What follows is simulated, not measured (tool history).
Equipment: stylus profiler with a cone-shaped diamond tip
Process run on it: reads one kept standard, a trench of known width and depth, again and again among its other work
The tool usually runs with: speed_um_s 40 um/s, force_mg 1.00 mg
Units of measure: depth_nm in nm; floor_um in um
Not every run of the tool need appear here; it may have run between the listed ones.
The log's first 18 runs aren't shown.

run    hour  speed_um_s  force_mg  depth_nm  floor_um
 19   821.2         120      1.92    502.98     12.42
 20   851.2         129      1.03    501.59     11.95
 21   898.4          20      1.20    501.93     12.87
 22   954.6          20      1.20    501.72     12.90
 23   993.6          32      0.67    500.94     12.63
 24  1042.2          32      0.67    500.93     12.56
 25  1076.9         145      1.26    501.79     11.73
 26  1106.1         145      1.26    501.81     11.71
 27  1142.7          30      1.00    501.29     12.56
 28  1197.9         110      2.65    503.50     12.19
 29  1236.5         127      2.33    502.97     12.01
 30  1276.0         127      2.33    503.22     11.92
     1314.1  -- new tip fitted, height scale calibrated
 31  1314.1         127      2.33    504.60     14.90

Predict each of these 4 candidate next runs independently; none follows another, all start after run 31:
  A  1338.2          10      1.38         ?         ?
  B  1338.2          14      2.83         ?         ?
  C  1338.2          14      0.55         ?         ?
  D  1338.2         127      0.94         ?         ?

run  depth_nm  floor_um
  A    503.23     15.56
  B    505.16     15.55
  C    501.70     15.49
  D    502.35     14.50
Without the tool's hidden state the same runs would have given:
run  depth_nm  floor_um
  A    503.16     15.57
  B    505.09     15.55
  C    501.63     15.49
  D    502.29     14.51
